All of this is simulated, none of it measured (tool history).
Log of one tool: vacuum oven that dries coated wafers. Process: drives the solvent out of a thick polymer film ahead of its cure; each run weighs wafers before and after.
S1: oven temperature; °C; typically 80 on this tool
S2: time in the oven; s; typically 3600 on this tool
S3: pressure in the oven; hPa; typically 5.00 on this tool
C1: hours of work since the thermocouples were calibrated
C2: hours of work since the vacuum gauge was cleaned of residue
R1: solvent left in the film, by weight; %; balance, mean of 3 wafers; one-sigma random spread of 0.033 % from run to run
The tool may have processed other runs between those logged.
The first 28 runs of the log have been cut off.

run 29 day=103.592 | S1=93 S2=3600 S3=19.22 | C1=987 C2=674 | R1=0.73
run 30 day=106.433 | S1=93 S2=6060 S3=19.22 | C1=1025 C2=712 | R1=0.64
run 31 day=111.412 | S1=66 S2=2160 S3=12.33 | C1=1092 C2=779 | R1=10.31
run 32 day=115.962 | S1=79 S2=3480 S3=7.63 | C1=1153 C2=840 | R1=2.89
run 33 day=119.842 | S1=92 S2=3780 S3=8.60 | C1=1205 C2=892 | R1=0.51
run 34 day=122.892 | S1=92 S2=3780 S3=8.60 | C1=1246 C2=933 | R1=0.49
run 35 day=127.221 | S1=72 S2=3780 S3=6.71 | C1=1304 C2=991 | R1=5.05
-- day=131.988 oven's thermocouples calibrated
run 36 day=131.988 | S1=77 S2=3720 S3=4.17 | C1=0 C2=1054 | R1=2.57
run 37 day=135.300 | S1=77 S2=3720 S3=4.17 | C1=44 C2=1098 | R1=2.67
run 38 day=139.458 | S1=80 S2=3600 S3=13.75 | C1=100 C2=1154 | R1=2.41
run 39 day=144.292 | S1=80 S2=3600 S3=13.75 | C1=165 C2=1219 | R1=2.45
run 40 day=147.442 | S1=85 S2=2880 S3=15.10 | C1=207 C2=1261 | R1=2.01
run 41 day=152.329 | S1=69 S2=3960 S3=5.00 | C1=272 C2=1326 | R1=5.34
run 42 day=155.104 | S1=66 S2=3360 S3=7.62 | C1=310 C2=1363 | R1=7.56
run 43 day=157.942 | S1=81 S2=3600 S3=8.42 | C1=348 C2=1401 | R1=2.04
run 44 day=160.029 | S1=81 S2=3600 S3=7.92 | C1=376 C2=1429 | R1=2.00
run 45 day=163.125 | S1=76 S2=3540 S3=4.92 | C1=417 C2=1471 | R1=3.45
run 46 day=167.975 | S1=76 S2=3540 S3=4.92 | C1=482 C2=1536 | R1=3.44
run 47 day=170.883 | S1=76 S2=3540 S3=4.92 | C1=521 C2=1575 | R1=3.51

Each row is a separate what-if for the run after 47, all from the same tool condition, not one after another. Results?
run A day=173.079 | S1=82 S2=6300 S3=4.92 | C1=550 C2=1604 | R1=?
run B day=173.079 | S1=80 S2=3600 S3=13.67 | C1=550 C2=1604 | R1=?
run C day=173.079 | S1=76 S2=3420 S3=4.92 | C1=550 C2=1604 | R1=?
run D day=173.079 | S1=95 S2=3600 S3=5.00 | C1=550 C2=1604 | R1=?

run=A R1=0.57
run=B R1=2.59
run=C R1=3.68
run=D R1=0.34
The same runs, with their run-to-run variation unchanged, on a tool lacking any hidden condition would have given:
run=A R1=0.35
run=B R1=2.26
run=C R1=3.29
run=D R1=0.21

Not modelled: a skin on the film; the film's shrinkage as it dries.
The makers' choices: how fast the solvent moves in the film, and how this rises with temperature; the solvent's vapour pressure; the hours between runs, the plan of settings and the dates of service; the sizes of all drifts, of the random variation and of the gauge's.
